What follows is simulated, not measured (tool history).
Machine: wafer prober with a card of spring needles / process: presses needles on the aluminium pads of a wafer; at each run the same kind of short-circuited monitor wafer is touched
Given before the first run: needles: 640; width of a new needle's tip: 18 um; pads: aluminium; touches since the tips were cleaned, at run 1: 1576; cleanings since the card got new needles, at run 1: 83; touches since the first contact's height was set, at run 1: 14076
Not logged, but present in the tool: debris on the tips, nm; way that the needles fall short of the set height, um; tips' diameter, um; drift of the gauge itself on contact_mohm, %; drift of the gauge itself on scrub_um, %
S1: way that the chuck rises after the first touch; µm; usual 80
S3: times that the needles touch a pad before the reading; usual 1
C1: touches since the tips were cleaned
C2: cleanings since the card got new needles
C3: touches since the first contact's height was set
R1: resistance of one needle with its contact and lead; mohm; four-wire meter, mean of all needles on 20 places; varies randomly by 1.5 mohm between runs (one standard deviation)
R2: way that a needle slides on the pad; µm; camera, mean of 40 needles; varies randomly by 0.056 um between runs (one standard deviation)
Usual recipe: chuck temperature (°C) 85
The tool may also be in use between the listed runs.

{"run": 1, "hour": 0.0, "S1": 80, "chuck temperature (°C)": 85, "S3": 1, "C1": 1576, "C2": 83, "C3": 14076, "R1": 174, "R2": 22.21}
{"hour": 0.9, "done": "tips cleaned on abrasive film"}
{"hour": 5.0, "done": "tips cleaned on abrasive film"}
{"hour": 9.1, "done": "tips cleaned on abrasive film"}
{"hour": 13.2, "done": "tips cleaned on abrasive film"}
{"hour": 17.3, "done": "tips cleaned on abrasive film"}
{"hour": 21.4, "done": "tips cleaned on abrasive film"}
{"hour": 25.5, "done": "tips cleaned on abrasive film"}
{"hour": 29.6, "done": "tips cleaned on abrasive film"}
{"hour": 33.8, "done": "tips cleaned on abrasive film"}
{"hour": 37.9, "done": "tips cleaned on abrasive film"}
{"hour": 42.0, "done": "tips cleaned on abrasive film"}
{"hour": 46.1, "done": "tips cleaned on abrasive film"}
{"hour": 50.2, "done": "tips cleaned on abrasive film"}
{"run": 2, "hour": 52.7, "S1": 80, "chuck temperature (°C)": 85, "S3": 2, "C1": 1620, "C2": 96, "C3": 47475, "R1": 162, "R2": 21.97}
{"hour": 53.6, "done": "tips cleaned on abrasive film"}
{"hour": 57.7, "done": "tips cleaned on abrasive film"}
{"hour": 61.8, "done": "tips cleaned on abrasive film"}
{"hour": 65.9, "done": "tips cleaned on abrasive film"}
{"hour": 70.0, "done": "tips cleaned on abrasive film"}
{"hour": 74.1, "done": "tips cleaned on abrasive film"}
{"hour": 78.2, "done": "tips cleaned on abrasive film"}
{"hour": 82.3, "done": "tips cleaned on abrasive film"}
{"hour": 86.4, "done": "tips cleaned on abrasive film"}
{"hour": 90.5, "done": "tips cleaned on abrasive film"}
{"hour": 94.6, "done": "tips cleaned on abrasive film"}
{"run": 3, "hour": 95.3, "S1": 80, "chuck temperature (°C)": 85, "S3": 2, "C1": 440, "C2": 107, "C3": 74479, "R1": 151, "R2": 21.67}
{"hour": 98.6, "done": "tips cleaned on abrasive film"}
{"hour": 102.7, "done": "tips cleaned on abrasive film"}
{"hour": 106.8, "done": "tips cleaned on abrasive film"}
{"hour": 110.9, "done": "tips cleaned on abrasive film"}
{"hour": 115.0, "done": "tips cleaned on abrasive film"}
{"hour": 118.3, "done": "tips cleaned on abrasive film"}
{"hour": 122.4, "done": "tips cleaned on abrasive film"}
{"hour": 126.5, "done": "tips cleaned on abrasive film"}
{"hour": 130.6, "done": "tips cleaned on abrasive film"}
{"hour": 133.3, "done": "height of the first contact set anew"}
{"hour": 135.0, "done": "tips cleaned on abrasive film"}
{"hour": 138.3, "done": "tips cleaned on abrasive film"}
{"hour": 142.4, "done": "tips cleaned on abrasive film"}
{"hour": 145.7, "done": "tips cleaned on abrasive film"}
{"hour": 149.8, "done": "tips cleaned on abrasive film"}
{"hour": 153.9, "done": "tips cleaned on abrasive film"}
{"hour": 157.3, "done": "tips cleaned on abrasive film"}
{"hour": 161.4, "done": "tips cleaned on abrasive film"}
{"hour": 165.5, "done": "tips cleaned on abrasive film"}
{"hour": 168.8, "done": "tips cleaned on abrasive film"}
{"hour": 172.9, "done": "tips cleaned on abrasive film"}
{"run": 4, "hour": 175.3, "S1": 66, "chuck temperature (°C)": 85, "S3": 2, "C1": 1593, "C2": 127, "C3": 26591, "R1": 184, "R2": 18.24}
{"hour": 176.2, "done": "tips cleaned on abrasive film"}
{"hour": 180.3, "done": "tips cleaned on abrasive film"}
{"hour": 184.4, "done": "tips cleaned on abrasive film"}
{"hour": 188.5, "done": "tips cleaned on abrasive film"}
{"hour": 192.6, "done": "tips cleaned on abrasive film"}
{"hour": 196.7, "done": "tips cleaned on abrasive film"}
{"hour": 200.8, "done": "tips cleaned on abrasive film"}
{"hour": 204.9, "done": "tips cleaned on abrasive film"}
{"hour": 209.0, "done": "tips cleaned on abrasive film"}
{"hour": 212.4, "done": "tips cleaned on abrasive film"}
{"hour": 216.5, "done": "tips cleaned on abrasive film"}
{"hour": 220.6, "done": "tips cleaned on abrasive film"}
{"hour": 223.9, "done": "tips cleaned on abrasive film"}
{"run": 5, "hour": 224.1, "S1": 80, "chuck temperature (°C)": 85, "S3": 1, "C1": 170, "C2": 140, "C3": 57486, "R1": 147, "R2": 21.88}
{"hour": 227.4, "done": "tips cleaned on abrasive film"}
{"hour": 231.5, "done": "tips cleaned on abrasive film, once more"}
{"hour": 234.8, "done": "tips cleaned on abrasive film"}
{"hour": 238.9, "done": "tips cleaned on abrasive film"}
{"hour": 243.0, "done": "tips cleaned on abrasive film"}
{"hour": 247.1, "done": "tips cleaned on abrasive film"}
{"hour": 251.3, "done": "tips cleaned on abrasive film"}
{"hour": 255.4, "done": "tips cleaned on abrasive film"}
{"hour": 259.5, "done": "tips cleaned on abrasive film"}
{"hour": 263.6, "done": "tips cleaned on abrasive film"}
{"hour": 267.7, "done": "tips cleaned on abrasive film"}
{"hour": 271.8, "done": "tips cleaned on abrasive film"}
{"hour": 275.9, "done": "tips cleaned on abrasive film"}
{"run": 6, "hour": 276.4, "S1": 80, "chuck temperature (°C)": 65, "S3": 1, "C1": 314, "C2": 153, "C3": 90609, "R1": 153, "R2": 21.53}

The next listed run, before its measurement:
{"hour": 279.7, "done": "tips cleaned on abrasive film"}
{"hour": 283.0, "done": "tips cleaned on abrasive film"}
{"hour": 286.3, "done": "tips cleaned on abrasive film"}
{"hour": 289.0, "done": "height of the first contact set anew"}
{"hour": 290.7, "done": "tips cleaned on abrasive film"}
{"hour": 294.8, "done": "tips cleaned on abrasive film"}
{"hour": 298.9, "done": "tips cleaned on abrasive film"}
{"hour": 303.0, "done": "tips cleaned on abrasive film"}
{"hour": 307.1, "done": "tips cleaned on abrasive film"}
{"hour": 311.2, "done": "tips cleaned on abrasive film"}
{"hour": 315.3, "done": "tips cleaned on abrasive film"}
{"hour": 319.4, "done": "tips cleaned on abrasive film"}
{"hour": 323.5, "done": "tips cleaned on abrasive film"}
{"hour": 327.6, "done": "tips cleaned on abrasive film"}
{"hour": 331.7, "done": "tips cleaned on abrasive film"}
{"hour": 335.8, "done": "tips cleaned on abrasive film"}
{"hour": 339.9, "done": "tips cleaned on abrasive film"}
{"hour": 344.0, "done": "tips cleaned on abrasive film"}
{"hour": 348.1, "done": "tips cleaned on abrasive film"}
{"run": 7, "hour": 348.1, "S1": 80, "chuck temperature (°C)": 85, "S3": 1, "C1": 0, "C2": 171, "C3": 37455, "R1": "?", "R2": "?"}

Logged for run 7: R1 147 mohm, R2 22.13 µm.
Were there no unlogged condition in the tool, this run, its random variation unchanged, would have produced R1 134 mohm, R2 22.43 µm.
